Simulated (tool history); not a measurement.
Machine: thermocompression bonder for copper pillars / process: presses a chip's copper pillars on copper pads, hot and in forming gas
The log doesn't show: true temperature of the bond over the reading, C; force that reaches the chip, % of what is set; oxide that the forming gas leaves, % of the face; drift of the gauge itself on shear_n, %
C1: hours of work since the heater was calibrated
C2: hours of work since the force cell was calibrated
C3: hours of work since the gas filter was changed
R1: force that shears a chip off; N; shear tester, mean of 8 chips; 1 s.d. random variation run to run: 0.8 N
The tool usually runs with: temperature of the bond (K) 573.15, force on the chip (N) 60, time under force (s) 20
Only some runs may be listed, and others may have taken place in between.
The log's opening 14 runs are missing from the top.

{"run": 15, "hour": 159.1, "temperature of the bond (K)": 573.15, "force on the chip (N)": 72, "time under force (s)": 20, "C1": 528, "C2": 462, "C3": 258, "R1": 71.8}
{"run": 16, "hour": 176.3, "temperature of the bond (K)": 573.15, "force on the chip (N)": 72, "time under force (s)": 20, "C1": 540, "C2": 474, "C3": 270, "R1": 73.0}
{"run": 17, "hour": 186.3, "temperature of the bond (K)": 573.15, "force on the chip (N)": 72, "time under force (s)": 20, "C1": 547, "C2": 481, "C3": 277, "R1": 71.7}
{"run": 18, "hour": 196.0, "temperature of the bond (K)": 596.15, "force on the chip (N)": 72, "time under force (s)": 20, "C1": 554, "C2": 488, "C3": 284, "R1": 88.4}
{"run": 19, "hour": 208.5, "temperature of the bond (K)": 596.15, "force on the chip (N)": 72, "time under force (s)": 20, "C1": 563, "C2": 497, "C3": 292, "R1": 87.5}
{"run": 20, "hour": 219.0, "temperature of the bond (K)": 596.15, "force on the chip (N)": 72, "time under force (s)": 20, "C1": 570, "C2": 504, "C3": 300, "R1": 89.8}
{"run": 21, "hour": 236.7, "temperature of the bond (K)": 573.15, "force on the chip (N)": 74, "time under force (s)": 20, "C1": 582, "C2": 516, "C3": 312, "R1": 74.7}
{"run": 22, "hour": 244.9, "temperature of the bond (K)": 573.15, "force on the chip (N)": 74, "time under force (s)": 20, "C1": 588, "C2": 522, "C3": 318, "R1": 73.2}
{"run": 23, "hour": 261.0, "temperature of the bond (K)": 587.15, "force on the chip (N)": 72, "time under force (s)": 40, "C1": 599, "C2": 533, "C3": 329, "R1": 98.3}
{"hour": 269.7, "done": "forming gas filter changed"}
{"run": 24, "hour": 277.9, "temperature of the bond (K)": 587.15, "force on the chip (N)": 72, "time under force (s)": 40, "C1": 611, "C2": 545, "C3": 6, "R1": 111.9}
{"run": 25, "hour": 290.8, "temperature of the bond (K)": 573.15, "force on the chip (N)": 50, "time under force (s)": 51, "C1": 620, "C2": 554, "C3": 15, "R1": 80.8}
{"run": 26, "hour": 304.6, "temperature of the bond (K)": 579.15, "force on the chip (N)": 41, "time under force (s)": 17, "C1": 629, "C2": 563, "C3": 24, "R1": 47.0}
{"run": 27, "hour": 322.3, "temperature of the bond (K)": 579.15, "force on the chip (N)": 41, "time under force (s)": 17, "C1": 642, "C2": 576, "C3": 37, "R1": 47.5}
{"run": 28, "hour": 329.9, "temperature of the bond (K)": 579.15, "force on the chip (N)": 41, "time under force (s)": 17, "C1": 647, "C2": 581, "C3": 42, "R1": 46.8}
{"run": 29, "hour": 346.5, "temperature of the bond (K)": 597.15, "force on the chip (N)": 43, "time under force (s)": 17, "C1": 658, "C2": 593, "C3": 54, "R1": 61.6}
{"run": 30, "hour": 362.5, "temperature of the bond (K)": 553.15, "force on the chip (N)": 39, "time under force (s)": 32, "C1": 670, "C2": 604, "C3": 65, "R1": 40.0}
{"run": 31, "hour": 371.6, "temperature of the bond (K)": 572.15, "force on the chip (N)": 60, "time under force (s)": 20, "C1": 676, "C2": 610, "C3": 71, "R1": 66.2}
{"run": 32, "hour": 383.6, "temperature of the bond (K)": 572.15, "force on the chip (N)": 60, "time under force (s)": 20, "C1": 684, "C2": 618, "C3": 79, "R1": 67.2}
{"run": 33, "hour": 400.8, "temperature of the bond (K)": 572.15, "force on the chip (N)": 86, "time under force (s)": 13, "C1": 696, "C2": 630, "C3": 91, "R1": 79.2}
{"run": 34, "hour": 416.7, "temperature of the bond (K)": 572.15, "force on the chip (N)": 86, "time under force (s)": 13, "C1": 707, "C2": 641, "C3": 102, "R1": 79.5}
{"run": 35, "hour": 427.2, "temperature of the bond (K)": 573.15, "force on the chip (N)": 67, "time under force (s)": 20, "C1": 715, "C2": 649, "C3": 110, "R1": 74.3}
{"run": 36, "hour": 436.6, "temperature of the bond (K)": 553.15, "force on the chip (N)": 51, "time under force (s)": 13, "C1": 721, "C2": 655, "C3": 116, "R1": 36.9}
{"run": 37, "hour": 449.5, "temperature of the bond (K)": 592.15, "force on the chip (N)": 51, "time under force (s)": 20, "C1": 730, "C2": 664, "C3": 125, "R1": 69.7}
{"run": 38, "hour": 466.8, "temperature of the bond (K)": 596.15, "force on the chip (N)": 50, "time under force (s)": 20, "C1": 742, "C2": 676, "C3": 137, "R1": 73.8}
{"run": 39, "hour": 479.8, "temperature of the bond (K)": 601.15, "force on the chip (N)": 61, "time under force (s)": 20, "C1": 751, "C2": 685, "C3": 146, "R1": 89.9}

Each row is a separate what-if for the run after 39, all from the same tool condition, not one after another. Results?
{"run": "A", "hour": 491.6, "temperature of the bond (K)": 583.15, "force on the chip (N)": 83, "time under force (s)": 34, "C1": 759, "C2": 694, "C3": 155, "R1": "?"}
{"run": "B", "hour": 491.6, "temperature of the bond (K)": 572.15, "force on the chip (N)": 49, "time under force (s)": 20, "C1": 759, "C2": 694, "C3": 155, "R1": "?"}
{"run": "C", "hour": 491.6, "temperature of the bond (K)": 573.15, "force on the chip (N)": 67, "time under force (s)": 57, "C1": 759, "C2": 694, "C3": 155, "R1": "?"}
{"run": "D", "hour": 491.6, "temperature of the bond (K)": 563.15, "force on the chip (N)": 61, "time under force (s)": 46, "C1": 759, "C2": 694, "C3": 155, "R1": "?"}
{"run": "E", "hour": 491.6, "temperature of the bond (K)": 584.15, "force on the chip (N)": 86, "time under force (s)": 12, "C1": 759, "C2": 694, "C3": 155, "R1": "?"}

run=A R1=106.4
run=B R1=56.0
run=C R1=100.8
run=D R1=80.1
run=E R1=84.6
Without the tool's hidden state the same runs would have given:
run=A R1=103.6
run=B R1=51.2
run=C R1=96.6
run=D R1=74.7
run=E R1=79.9
